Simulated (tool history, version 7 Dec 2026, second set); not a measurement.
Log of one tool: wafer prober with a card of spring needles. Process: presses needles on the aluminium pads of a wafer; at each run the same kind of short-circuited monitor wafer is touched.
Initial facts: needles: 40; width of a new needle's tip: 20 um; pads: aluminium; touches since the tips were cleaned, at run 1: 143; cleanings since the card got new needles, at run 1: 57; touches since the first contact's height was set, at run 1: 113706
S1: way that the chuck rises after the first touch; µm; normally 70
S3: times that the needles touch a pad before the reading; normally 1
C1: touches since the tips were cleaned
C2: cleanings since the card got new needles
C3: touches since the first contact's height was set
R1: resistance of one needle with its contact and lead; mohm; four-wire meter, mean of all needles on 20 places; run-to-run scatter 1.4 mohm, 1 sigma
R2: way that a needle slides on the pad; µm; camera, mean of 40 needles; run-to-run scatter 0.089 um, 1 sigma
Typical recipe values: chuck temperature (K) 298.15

{"run": 1, "hour": 0.0, "S1": 70, "chuck temperature (K)": 298.15, "S3": 1, "C1": 143, "C2": 57, "C3": 113706, "R1": 230, "R2": 18.91}
{"hour": 5.5, "done": "tips cleaned on abrasive film"}
{"hour": 12.4, "done": "tips cleaned on abrasive film"}
{"hour": 18.0, "done": "tips cleaned on abrasive film"}
{"hour": 23.5, "done": "tips cleaned on abrasive film"}
{"hour": 29.1, "done": "tips cleaned on abrasive film"}
{"hour": 34.6, "done": "tips cleaned on abrasive film"}
{"hour": 40.2, "done": "tips cleaned on abrasive film"}
{"hour": 45.7, "done": "tips cleaned on abrasive film"}
{"hour": 51.2, "done": "tips cleaned on abrasive film"}
{"run": 2, "hour": 51.4, "S1": 70, "chuck temperature (K)": 341.15, "S3": 1, "C1": 40, "C2": 66, "C3": 131080, "R1": 238, "R2": 18.87}
{"hour": 56.9, "done": "tips cleaned on abrasive film"}
{"hour": 62.4, "done": "tips cleaned on abrasive film"}
{"hour": 68.0, "done": "tips cleaned on abrasive film"}
{"hour": 73.5, "done": "tips cleaned on abrasive film"}
{"hour": 79.1, "done": "tips cleaned on abrasive film"}
{"hour": 84.6, "done": "tips cleaned on abrasive film"}
{"hour": 91.5, "done": "tips cleaned on abrasive film"}
{"hour": 98.4, "done": "tips cleaned on abrasive film"}
{"hour": 103.9, "done": "tips cleaned on abrasive film"}
{"run": 3, "hour": 106.9, "S1": 70, "chuck temperature (K)": 341.15, "S3": 1, "C1": 1006, "C2": 75, "C3": 149883, "R1": 238, "R2": 18.65}
{"hour": 109.7, "done": "tips cleaned on abrasive film"}
{"hour": 115.2, "done": "tips cleaned on abrasive film"}
{"hour": 120.8, "done": "tips cleaned on abrasive film"}
{"hour": 127.7, "done": "tips cleaned on abrasive film"}
{"hour": 134.6, "done": "tips cleaned on abrasive film"}
{"hour": 140.1, "done": "tips cleaned on abrasive film"}
{"hour": 145.7, "done": "tips cleaned on abrasive film"}
{"hour": 151.2, "done": "tips cleaned on abrasive film"}
{"run": 4, "hour": 153.5, "S1": 70, "chuck temperature (K)": 341.15, "S3": 1, "C1": 781, "C2": 83, "C3": 165659, "R1": 237, "R2": 18.79}
{"hour": 157.7, "done": "tips cleaned on abrasive film"}
{"hour": 163.2, "done": "tips cleaned on abrasive film"}
{"hour": 168.7, "done": "tips cleaned on abrasive film"}
{"hour": 175.7, "done": "tips cleaned on abrasive film"}
{"hour": 182.6, "done": "tips cleaned on abrasive film"}
{"run": 5, "hour": 186.9, "S1": 70, "chuck temperature (K)": 341.15, "S3": 1, "C1": 1498, "C2": 88, "C3": 176996, "R1": 236, "R2": 18.72}
{"hour": 188.4, "done": "tips cleaned on abrasive film"}
{"hour": 193.9, "done": "tips cleaned on abrasive film"}
{"hour": 199.4, "done": "tips cleaned on abrasive film"}
{"hour": 205.0, "done": "tips cleaned on abrasive film"}
{"hour": 211.9, "done": "tips cleaned on abrasive film"}
{"hour": 217.4, "done": "tips cleaned on abrasive film"}
{"run": 6, "hour": 218.2, "S1": 70, "chuck temperature (K)": 341.15, "S3": 1, "C1": 280, "C2": 94, "C3": 187580, "R1": 240, "R2": 18.43}
{"hour": 223.8, "done": "tips cleaned on abrasive film"}
{"hour": 229.3, "done": "tips cleaned on abrasive film"}
{"hour": 234.9, "done": "tips cleaned on abrasive film"}
{"hour": 240.4, "done": "tips cleaned on abrasive film"}
{"hour": 246.0, "done": "tips cleaned on abrasive film"}
{"hour": 252.9, "done": "tips cleaned on abrasive film"}
{"hour": 258.4, "done": "tips cleaned on abrasive film"}
{"hour": 263.9, "done": "tips cleaned on abrasive film"}
{"hour": 269.5, "done": "tips cleaned on abrasive film"}
{"run": 7, "hour": 270.5, "S1": 70, "chuck temperature (K)": 298.15, "S3": 3, "C1": 363, "C2": 103, "C3": 205277, "R1": 225, "R2": 18.63}
{"hour": 276.1, "done": "tips cleaned on abrasive film"}
{"hour": 283.0, "done": "tips cleaned on abrasive film"}
{"hour": 288.5, "done": "tips cleaned on abrasive film"}
{"hour": 294.1, "done": "tips cleaned on abrasive film"}
{"hour": 299.6, "done": "tips cleaned on abrasive film"}
{"hour": 305.2, "done": "tips cleaned on abrasive film"}
{"hour": 310.7, "done": "tips cleaned on abrasive film"}
{"run": 8, "hour": 313.9, "S1": 70, "chuck temperature (K)": 298.15, "S3": 3, "C1": 1089, "C2": 110, "C3": 219953, "R1": 228, "R2": 18.53}
{"hour": 316.7, "done": "tips cleaned on abrasive film"}
{"hour": 323.6, "done": "tips cleaned on abrasive film"}
{"hour": 330.5, "done": "tips cleaned on abrasive film"}
{"hour": 337.4, "done": "tips cleaned on abrasive film"}
{"hour": 337.7, "done": "height of the first contact set anew"}
{"hour": 343.2, "done": "tips cleaned on abrasive film"}
{"hour": 348.8, "done": "tips cleaned on abrasive film"}
{"hour": 354.3, "done": "tips cleaned on abrasive film"}
{"hour": 359.9, "done": "tips cleaned on abrasive film"}
{"hour": 365.4, "done": "tips cleaned on abrasive film"}
{"hour": 370.9, "done": "tips cleaned on abrasive film"}
{"hour": 376.5, "done": "tips cleaned on abrasive film"}
{"run": 9, "hour": 377.4, "S1": 70, "chuck temperature (K)": 298.15, "S3": 3, "C1": 311, "C2": 121, "C3": 13429, "R1": 228, "R2": 18.77}
{"hour": 382.9, "done": "tips cleaned on abrasive film"}
{"hour": 388.5, "done": "tips cleaned on abrasive film"}
{"hour": 394.0, "done": "tips cleaned on abrasive film"}
{"hour": 400.9, "done": "tips cleaned on abrasive film"}
{"hour": 407.8, "done": "tips cleaned on abrasive film"}
{"hour": 413.4, "done": "tips cleaned on abrasive film"}
{"run": 10, "hour": 418.2, "S1": 70, "chuck temperature (K)": 315.15, "S3": 3, "C1": 1679, "C2": 127, "C3": 27288, "R1": 228, "R2": 18.67}
{"hour": 419.7, "done": "tips cleaned on abrasive film"}
{"hour": 425.2, "done": "tips cleaned on abrasive film"}
{"hour": 430.8, "done": "tips cleaned on abrasive film"}
{"hour": 436.3, "done": "tips cleaned on abrasive film"}
{"hour": 443.2, "done": "tips cleaned on abrasive film"}
{"hour": 448.8, "done": "tips cleaned on abrasive film"}
{"hour": 454.3, "done": "tips cleaned on abrasive film"}
{"hour": 459.9, "done": "tips cleaned on abrasive film"}
{"run": 11, "hour": 460.5, "S1": 75, "chuck temperature (K)": 298.15, "S3": 1, "C1": 238, "C2": 135, "C3": 41581, "R1": 225, "R2": 20.03}
{"hour": 466.1, "done": "tips cleaned on abrasive film"}
{"hour": 471.6, "done": "tips cleaned on abrasive film"}
{"hour": 477.2, "done": "tips cleaned on abrasive film"}
{"hour": 482.7, "done": "tips cleaned on abrasive film"}
{"hour": 488.3, "done": "tips cleaned on abrasive film"}
{"hour": 493.8, "done": "tips cleaned on abrasive film"}
{"hour": 499.3, "done": "tips cleaned on abrasive film"}
{"hour": 504.9, "done": "tips cleaned on abrasive film"}
{"run": 12, "hour": 509.5, "S1": 75, "chuck temperature (K)": 298.15, "S3": 1, "C1": 1574, "C2": 143, "C3": 58147, "R1": 226, "R2": 19.96}
{"hour": 510.9, "done": "tips cleaned on abrasive film"}
{"hour": 516.5, "done": "tips cleaned on abrasive film"}
{"hour": 523.4, "done": "tips cleaned on abrasive film"}
{"hour": 530.3, "done": "tips cleaned on abrasive film"}
{"hour": 535.8, "done": "tips cleaned on abrasive film"}
{"hour": 541.3, "done": "tips cleaned on abrasive film"}
{"hour": 546.9, "done": "tips cleaned on abrasive film"}
{"hour": 553.8, "done": "tips cleaned on abrasive film"}
{"run": 13, "hour": 554.8, "S1": 53, "chuck temperature (K)": 326.15, "S3": 1, "C1": 332, "C2": 151, "C3": 73469, "R1": 239, "R2": 14.13}
{"hour": 560.3, "done": "tips cleaned on abrasive film"}
{"hour": 565.8, "done": "tips cleaned on abrasive film"}
{"hour": 571.4, "done": "tips cleaned on abrasive film"}
{"hour": 576.9, "done": "tips cleaned on abrasive film"}
{"hour": 582.5, "done": "tips cleaned on abrasive film"}
{"hour": 588.0, "done": "tips cleaned on abrasive film"}
{"hour": 593.5, "done": "tips cleaned on abrasive film"}
{"hour": 599.1, "done": "tips cleaned on abrasive film"}
{"run": 14, "hour": 601.2, "S1": 53, "chuck temperature (K)": 326.15, "S3": 1, "C1": 730, "C2": 159, "C3": 89190, "R1": 241, "R2": 13.96}
{"hour": 605.4, "done": "tips cleaned on abrasive film"}
{"hour": 610.9, "done": "tips cleaned on abrasive film"}
{"hour": 616.5, "done": "tips cleaned on abrasive film"}
{"hour": 622.0, "done": "tips cleaned on abrasive film"}
{"hour": 627.6, "done": "tips cleaned on abrasive film"}
{"hour": 633.1, "done": "tips cleaned on abrasive film"}
{"hour": 640.0, "done": "tips cleaned on abrasive film"}
{"run": 15, "hour": 643.5, "S1": 63, "chuck temperature (K)": 326.15, "S3": 1, "C1": 1219, "C2": 166, "C3": 103527, "R1": 235, "R2": 16.8}
{"hour": 646.4, "done": "tips cleaned on abrasive film"}
{"hour": 651.9, "done": "tips cleaned on abrasive film"}
{"hour": 657.5, "done": "tips cleaned on abrasive film"}
{"hour": 663.0, "done": "tips cleaned on abrasive film"}
{"hour": 669.9, "done": "tips cleaned on abrasive film"}
{"hour": 675.4, "done": "tips cleaned on abrasive film"}
{"hour": 682.3, "done": "tips cleaned on abrasive film"}
{"hour": 689.2, "done": "tips cleaned on abrasive film"}
{"hour": 694.8, "done": "tips cleaned on abrasive film"}
{"run": 16, "hour": 695.7, "S1": 63, "chuck temperature (K)": 323.15, "S3": 2, "C1": 312, "C2": 175, "C3": 121174, "R1": 235, "R2": 16.54}
{"hour": 701.2, "done": "tips cleaned on abrasive film"}
{"hour": 706.8, "done": "tips cleaned on abrasive film"}
{"hour": 712.3, "done": "tips cleaned on abrasive film"}
{"hour": 717.9, "done": "tips cleaned on abrasive film"}
{"hour": 723.4, "done": "tips cleaned on abrasive film"}
{"hour": 728.9, "done": "tips cleaned on abrasive film"}
{"hour": 734.5, "done": "tips cleaned on abrasive film"}
{"hour": 740.0, "done": "tips cleaned on abrasive film"}
{"hour": 745.6, "done": "tips cleaned on abrasive film"}
{"hour": 751.1, "done": "tips cleaned on abrasive film"}
{"run": 17, "hour": 751.9, "S1": 89, "chuck temperature (K)": 308.15, "S3": 2, "C1": 262, "C2": 185, "C3": 140176, "R1": 227, "R2": 23.45}
{"hour": 757.4, "done": "tips cleaned on abrasive film"}
{"hour": 764.3, "done": "tips cleaned on abrasive film"}
{"hour": 769.9, "done": "tips cleaned on abrasive film"}
{"hour": 775.4, "done": "tips cleaned on abrasive film"}
{"hour": 780.9, "done": "tips cleaned on abrasive film"}
{"hour": 787.9, "done": "tips cleaned on abrasive film"}
{"run": 18, "hour": 792.1, "S1": 63, "chuck temperature (K)": 374.15, "S3": 2, "C1": 1471, "C2": 191, "C3": 153827, "R1": 250, "R2": 16.51}
{"hour": 793.6, "done": "tips cleaned on abrasive film"}
{"hour": 799.1, "done": "tips cleaned on abrasive film"}
{"hour": 804.7, "done": "tips cleaned on abrasive film"}
{"hour": 810.2, "done": "tips cleaned on abrasive film"}
{"hour": 815.8, "done": "tips cleaned on abrasive film"}
{"hour": 821.3, "done": "tips cleaned on abrasive film"}
{"hour": 826.8, "done": "tips cleaned on abrasive film"}
{"hour": 832.4, "done": "tips cleaned on abrasive film"}
{"hour": 837.9, "done": "tips cleaned on abrasive film"}
{"run": 19, "hour": 841.6, "S1": 70, "chuck temperature (K)": 298.15, "S3": 1, "C1": 1275, "C2": 200, "C3": 170564, "R1": 226, "R2": 18.4}
{"hour": 844.5, "done": "tips cleaned on abrasive film"}
{"hour": 850.0, "done": "tips cleaned on abrasive film"}
{"hour": 855.5, "done": "tips cleaned on abrasive film"}
{"hour": 861.1, "done": "tips cleaned on abrasive film"}
{"hour": 868.0, "done": "tips cleaned on abrasive film"}
{"hour": 873.5, "done": "tips cleaned on abrasive film"}
{"hour": 879.1, "done": "tips cleaned on abrasive film"}
{"hour": 884.6, "done": "tips cleaned on abrasive film"}
{"hour": 890.2, "done": "tips cleaned on abrasive film"}
{"hour": 895.7, "done": "tips cleaned on abrasive film"}
{"hour": 902.6, "done": "tips cleaned on abrasive film"}
{"run": 20, "hour": 905.9, "S1": 70, "chuck temperature (K)": 298.15, "S3": 2, "C1": 1120, "C2": 211, "C3": 192299, "R1": 224, "R2": 18.42}
{"hour": 908.7, "done": "tips cleaned on abrasive film"}
{"hour": 914.2, "done": "tips cleaned on abrasive film"}
{"hour": 921.1, "done": "tips cleaned on abrasive film"}
{"hour": 928.0, "done": "tips cleaned on abrasive film"}
{"hour": 934.9, "done": "tips cleaned on abrasive film"}
{"run": 21, "hour": 938.5, "S1": 70, "chuck temperature (K)": 298.15, "S3": 2, "C1": 1228, "C2": 216, "C3": 203366, "R1": 227, "R2": 18.29}

Consider 3 possible next runs. They are alternatives, not a sequence: every one starts from the tool as it was left by run 21. What does each give?
{"hour": 941.3, "done": "tips cleaned on abrasive film"}
{"hour": 946.9, "done": "tips cleaned on abrasive film"}
{"hour": 952.4, "done": "tips cleaned on abrasive film"}
{"hour": 957.9, "done": "tips cleaned on abrasive film"}
{"hour": 964.8, "done": "tips cleaned on abrasive film"}
{"hour": 971.7, "done": "tips cleaned on abrasive film"}
{"hour": 978.6, "done": "tips cleaned on abrasive film"}
{"run": "A", "hour": 979.4, "S1": 70, "chuck temperature (K)": 372.15, "S3": 2, "C1": 267, "C2": 223, "C3": 217220, "R1": "?", "R2": "?"}
{"hour": 941.3, "done": "tips cleaned on abrasive film"}
{"hour": 946.9, "done": "tips cleaned on abrasive film"}
{"hour": 952.4, "done": "tips cleaned on abrasive film"}
{"hour": 957.9, "done": "tips cleaned on abrasive film"}
{"hour": 964.8, "done": "tips cleaned on abrasive film"}
{"hour": 971.7, "done": "tips cleaned on abrasive film"}
{"hour": 978.6, "done": "tips cleaned on abrasive film"}
{"run": "B", "hour": 979.4, "S1": 60, "chuck temperature (K)": 353.15, "S3": 1, "C1": 267, "C2": 223, "C3": 217220, "R1": "?", "R2": "?"}
{"hour": 941.3, "done": "tips cleaned on abrasive film"}
{"hour": 946.9, "done": "tips cleaned on abrasive film"}
{"hour": 952.4, "done": "tips cleaned on abrasive film"}
{"hour": 957.9, "done": "tips cleaned on abrasive film"}
{"hour": 964.8, "done": "tips cleaned on abrasive film"}
{"hour": 971.7, "done": "tips cleaned on abrasive film"}
{"hour": 978.6, "done": "tips cleaned on abrasive film"}
{"run": "C", "hour": 979.4, "S1": 67, "chuck temperature (K)": 332.15, "S3": 2, "C1": 267, "C2": 223, "C3": 217220, "R1": "?", "R2": "?"}

run=A R1=246 R2=18.48
run=B R1=244 R2=15.84
run=C R1=235 R2=17.64
Without the tool's unlogged condition, the same runs would have read:
run=A R1=246 R2=18.85
run=B R1=243 R2=16.16
run=C R1=235 R2=17.99

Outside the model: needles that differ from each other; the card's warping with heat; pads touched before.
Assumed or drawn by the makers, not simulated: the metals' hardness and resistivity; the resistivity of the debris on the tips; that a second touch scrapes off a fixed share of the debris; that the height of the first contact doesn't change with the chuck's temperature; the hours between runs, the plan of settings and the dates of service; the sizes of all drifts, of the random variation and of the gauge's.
